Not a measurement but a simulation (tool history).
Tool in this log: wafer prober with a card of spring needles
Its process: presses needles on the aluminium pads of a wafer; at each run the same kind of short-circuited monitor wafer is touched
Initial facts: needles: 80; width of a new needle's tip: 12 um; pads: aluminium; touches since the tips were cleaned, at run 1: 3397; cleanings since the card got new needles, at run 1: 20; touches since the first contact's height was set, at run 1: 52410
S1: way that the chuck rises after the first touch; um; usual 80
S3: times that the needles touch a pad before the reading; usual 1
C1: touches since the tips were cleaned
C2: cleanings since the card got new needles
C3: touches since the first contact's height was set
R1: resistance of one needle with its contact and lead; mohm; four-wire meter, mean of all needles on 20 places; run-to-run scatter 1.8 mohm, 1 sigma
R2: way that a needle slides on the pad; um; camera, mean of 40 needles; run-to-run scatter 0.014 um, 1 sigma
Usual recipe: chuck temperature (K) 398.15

run 1 hour=0.0 | S1=80 chuck_temperature_(K)=398.15 S3=1 | C1=3397 C2=20 C3=52410 | R1=187 R2=11.01
-- hour=8.8 tips cleaned on abrasive film
run 2 hour=9.0 | S1=80 chuck_temperature_(K)=328.15 S3=1 | C1=128 C2=21 C3=57920 | R1=178 R2=10.96
run 3 hour=17.6 | S1=80 chuck_temperature_(K)=328.15 S3=1 | C1=5500 C2=21 C3=63292 | R1=180 R2=11.00
-- hour=23.8 tips cleaned on abrasive film
run 4 hour=29.9 | S1=80 chuck_temperature_(K)=328.15 S3=1 | C1=3769 C2=22 C3=70838 | R1=177 R2=11.01
-- hour=37.8 tips cleaned on abrasive film
-- hour=41.2 height of the first contact set anew
run 5 hour=43.9 | S1=80 chuck_temperature_(K)=328.15 S3=1 | C1=3582 C2=23 C3=1683 | R1=176 R2=11.01
run 6 hour=50.5 | S1=80 chuck_temperature_(K)=398.15 S3=1 | C1=7646 C2=23 C3=5747 | R1=192 R2=11.00
-- hour=53.2 tips cleaned on abrasive film
run 7 hour=63.0 | S1=80 chuck_temperature_(K)=398.15 S3=1 | C1=6072 C2=24 C3=13460 | R1=188 R2=10.99
-- hour=67.2 tips cleaned on abrasive film
run 8 hour=75.3 | S1=80 chuck_temperature_(K)=398.15 S3=1 | C1=5023 C2=25 C3=21040 | R1=191 R2=10.98
-- hour=81.2 tips cleaned on abrasive film
run 9 hour=84.8 | S1=80 chuck_temperature_(K)=398.15 S3=1 | C1=2251 C2=26 C3=26885 | R1=193 R2=10.99
-- hour=95.9 tips cleaned on abrasive film
run 10 hour=100.2 | S1=80 chuck_temperature_(K)=398.15 S3=1 | C1=2659 C2=27 C3=36378 | R1=194 R2=10.99
run 11 hour=107.7 | S1=80 chuck_temperature_(K)=398.15 S3=1 | C1=7335 C2=27 C3=41054 | R1=191 R2=11.00
-- hour=110.4 tips cleaned on abrasive film
run 12 hour=114.5 | S1=80 chuck_temperature_(K)=398.15 S3=1 | C1=2528 C2=28 C3=45186 | R1=189 R2=10.99
-- hour=125.2 tips cleaned on abrasive film
run 13 hour=128.6 | S1=92 chuck_temperature_(K)=398.15 S3=1 | C1=2072 C2=29 C3=53888 | R1=190 R2=12.62
-- hour=139.1 tips cleaned on abrasive film
run 14 hour=140.1 | S1=76 chuck_temperature_(K)=398.15 S3=3 | C1=616 C2=30 C3=60971 | R1=190 R2=10.44
run 15 hour=147.9 | S1=88 chuck_temperature_(K)=299.15 S3=1 | C1=5477 C2=30 C3=65832 | R1=172 R2=12.09
-- hour=153.5 tips cleaned on abrasive film
run 16 hour=155.8 | S1=80 chuck_temperature_(K)=398.15 S3=2 | C1=1429 C2=31 C3=70664 | R1=192 R2=10.98
run 17 hour=164.6 | S1=80 chuck_temperature_(K)=398.15 S3=2 | C1=6900 C2=31 C3=76135 | R1=190 R2=10.99
-- hour=167.4 height of the first contact set anew
-- hour=168.7 tips cleaned on abrasive film
run 18 hour=175.7 | S1=81 chuck_temperature_(K)=315.15 S3=1 | C1=4362 C2=32 C3=5096 | R1=176 R2=11.10
-- hour=183.1 tips cleaned on abrasive film
run 19 hour=183.4 | S1=73 chuck_temperature_(K)=315.15 S3=2 | C1=216 C2=33 C3=9807 | R1=174 R2=10.01
run 20 hour=192.0 | S1=73 chuck_temperature_(K)=315.15 S3=2 | C1=5517 C2=33 C3=15108 | R1=173 R2=10.05
-- hour=197.8 tips cleaned on abrasive film
run 21 hour=206.3 | S1=98 chuck_temperature_(K)=311.15 S3=3 | C1=5292 C2=34 C3=23981 | R1=173 R2=13.47
-- hour=212.8 tips cleaned on abrasive film
run 22 hour=220.4 | S1=78 chuck_temperature_(K)=362.15 S3=2 | C1=4700 C2=35 C3=32620 | R1=185 R2=10.72
-- hour=227.4 tips cleaned on abrasive film
run 23 hour=230.2 | S1=81 chuck_temperature_(K)=398.15 S3=3 | C1=1726 C2=36 C3=38682 | R1=191 R2=11.14
run 24 hour=236.9 | S1=80 chuck_temperature_(K)=300.15 S3=1 | C1=5881 C2=36 C3=42837 | R1=173 R2=10.98
-- hour=242.4 tips cleaned on abrasive film
run 25 hour=248.7 | S1=80 chuck_temperature_(K)=300.15 S3=1 | C1=3900 C2=37 C3=50120 | R1=172 R2=10.99
-- hour=256.8 tips cleaned on abrasive film
run 26 hour=256.8 | S1=69 chuck_temperature_(K)=398.15 S3=1 | C1=0 C2=38 C3=55064 | R1=194 R2=9.49

Alternative continuations, all from the tool just after run 26; predict every row:
-- hour=270.9 tips cleaned on abrasive film
run A hour=272.2 | S1=80 chuck_temperature_(K)=325.15 S3=1 | C1=759 C2=39 C3=64554 | R1=? R2=?
-- hour=270.9 tips cleaned on abrasive film
run B hour=272.2 | S1=64 chuck_temperature_(K)=398.15 S3=2 | C1=759 C2=39 C3=64554 | R1=? R2=?
-- hour=270.9 tips cleaned on abrasive film
run C hour=272.2 | S1=72 chuck_temperature_(K)=323.15 S3=2 | C1=759 C2=39 C3=64554 | R1=? R2=?
-- hour=270.9 tips cleaned on abrasive film
run D hour=272.2 | S1=69 chuck_temperature_(K)=398.15 S3=3 | C1=759 C2=39 C3=64554 | R1=? R2=?
-- hour=270.9 tips cleaned on abrasive film
run E hour=272.2 | S1=67 chuck_temperature_(K)=398.15 S3=1 | C1=759 C2=39 C3=64554 | R1=? R2=?

run=A R1=176 R2=10.99
run=B R1=192 R2=8.80
run=C R1=179 R2=9.88
run=D R1=193 R2=9.48
run=E R1=192 R2=9.18
What these runs would have given with no unlogged condition in the tool:
run=A R1=176 R2=10.99
run=B R1=192 R2=8.80
run=C R1=179 R2=9.89
run=D R1=193 R2=9.48
run=E R1=192 R2=9.18

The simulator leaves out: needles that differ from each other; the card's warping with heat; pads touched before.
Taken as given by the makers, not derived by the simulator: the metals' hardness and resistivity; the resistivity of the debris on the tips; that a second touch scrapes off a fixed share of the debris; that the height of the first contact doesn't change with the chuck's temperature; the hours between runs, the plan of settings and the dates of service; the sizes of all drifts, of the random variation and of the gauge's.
